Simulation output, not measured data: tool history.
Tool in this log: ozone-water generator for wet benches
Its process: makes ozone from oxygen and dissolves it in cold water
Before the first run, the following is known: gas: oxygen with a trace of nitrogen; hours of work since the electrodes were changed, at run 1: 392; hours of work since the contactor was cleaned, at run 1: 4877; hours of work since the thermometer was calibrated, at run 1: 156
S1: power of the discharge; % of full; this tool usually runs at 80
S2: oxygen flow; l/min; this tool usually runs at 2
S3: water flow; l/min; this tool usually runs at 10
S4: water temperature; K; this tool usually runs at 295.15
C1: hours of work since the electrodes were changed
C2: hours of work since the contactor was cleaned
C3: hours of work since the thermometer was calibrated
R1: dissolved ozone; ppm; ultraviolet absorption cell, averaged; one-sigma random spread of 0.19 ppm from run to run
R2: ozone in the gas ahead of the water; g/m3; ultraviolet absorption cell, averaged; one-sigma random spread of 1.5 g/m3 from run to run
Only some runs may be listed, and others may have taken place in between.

Run 1, hour 0: usual settings; C1 392; C2 4877; C3 156. Result: R1 27.5 ppm, R2 274.1 g/m3.
Run 2, hour 27.6: usual settings but S2 1.19 l/min; C1 415; C2 4900; C3 179. Result: R1 26.1 ppm, R2 361.7 g/m3.
Run 3, hour 60.4: usual settings but S2 1.19 l/min; C1 442; C2 4927; C3 207. Result: R1 26.4 ppm, R2 361.3 g/m3.
Run 4, hour 87.4: usual settings but S2 1.19 l/min; C1 465; C2 4950; C3 230. Result: R1 26.2 ppm, R2 362 g/m3.
Run 5, hour 125.9: usual settings but S2 1.19 l/min; C1 497; C2 4982; C3 262. Result: R1 26.1 ppm, R2 358.1 g/m3.
Run 6, hour 145.5: usual settings but S2 1.19 l/min; C1 514; C2 4998; C3 278. Result: R1 26 ppm, R2 362.6 g/m3.
Run 7, hour 179.5: usual settings but S2 1.19 l/min; C1 542; C2 5027; C3 307. Result: R1 25.9 ppm, R2 362.3 g/m3.
Run 8, hour 199.5: usual settings but S2 1.19 l/min; C1 559; C2 5044; C3 323. Result: R1 26.5 ppm, R2 362 g/m3.
Run 9, hour 236.8: usual settings but S2 1.19 l/min; C1 590; C2 5075; C3 355. Result: R1 26 ppm, R2 365.8 g/m3.
Run 10, hour 271.5: usual settings but S2 1.19 l/min; C1 619; C2 5104; C3 384. Result: R1 26.2 ppm, R2 363.6 g/m3.
Run 11, hour 293.2: usual settings but S1 67 % of full, S2 1.07 l/min; C1 637; C2 5122; C3 402. Result: R1 22.6 ppm, R2 338.7 g/m3.
Run 12, hour 338.3: usual settings but S1 67 % of full, S2 1.07 l/min; C1 675; C2 5160; C3 440. Result: R1 22.6 ppm, R2 338.2 g/m3.
Run 13, hour 361.4: usual settings but S1 48 % of full, S2 3.07 l/min, S3 11 l/min, S4 294.15 K; C1 694; C2 5179; C3 459. Result: R1 18.1 ppm, R2 147.9 g/m3.
Run 14, hour 400.3: usual settings but S1 48 % of full, S2 3.07 l/min, S3 11 l/min, S4 294.15 K; C1 727; C2 5212; C3 492. Result: R1 18.3 ppm, R2 149.4 g/m3.
Run 15, hour 426.8: usual settings but S1 48 % of full, S2 3.07 l/min, S3 11 l/min, S4 294.15 K; C1 749; C2 5234; C3 514. Result: R1 18.1 ppm, R2 149 g/m3.
Run 16, hour 470.1: usual settings but S1 48 % of full, S2 3.07 l/min, S3 11 l/min, S4 294.15 K; C1 785; C2 5270; C3 550. Result: R1 18.3 ppm, R2 150.8 g/m3.
Run 17, hour 510.4: usual settings but S2 1.01 l/min, S3 13 l/min; C1 819; C2 5304; C3 584. Result: R1 20.3 ppm, R2 395 g/m3.
Run 18, hour 551.4: usual settings but S1 85 % of full, S2 1.55 l/min; C1 853; C2 5338; C3 618. Result: R1 28.4 ppm, R2 325.9 g/m3.
Run 19, hour 590.1: usual settings but S1 85 % of full, S2 1.55 l/min; C1 886; C2 5371; C3 651. Result: R1 28.3 ppm, R2 329.7 g/m3.

5 ways to go on from here, each from the tool as it stands after run 19. What would each give?
Run A, hour 627.3: usual settings but S1 50 % of full, S3 13 l/min, S4 289.15 K; C1 917; C2 5402; C3 682. Result: R1 ?, R2 ?.
Run B, hour 627.3: usual settings but S1 69 % of full, S3 6 l/min; C1 917; C2 5402; C3 682. Result: R1 ?, R2 ?.
Run C, hour 627.3: usual settings but S1 42 % of full, S2 3.28 l/min, S4 301.15 K; C1 917; C2 5402; C3 682. Result: R1 ?, R2 ?.
Run D, hour 627.3: usual settings but S1 56 % of full, S2 1.94 l/min, S3 15 l/min; C1 917; C2 5402; C3 682. Result: R1 ?, R2 ?.
Run E, hour 627.3: usual settings but S3 8 l/min, S4 294.15 K; C1 917; C2 5402; C3 682. Result: R1 ?, R2 ?.

run    R1     R2
  A  17.3  195.5
  B  34.2  244.4
  C  15.2  131.8
  D  15.4  214.8
  E  32.1  275.1
Take away the tool's hidden state, keep each run's random variation, and the runs would have read:
run    R1     R2
  A  17.3  195.6
  B  34.3  244.5
  C  15.2  131.9
  D  15.5  214.9
  E  32.1  275.2
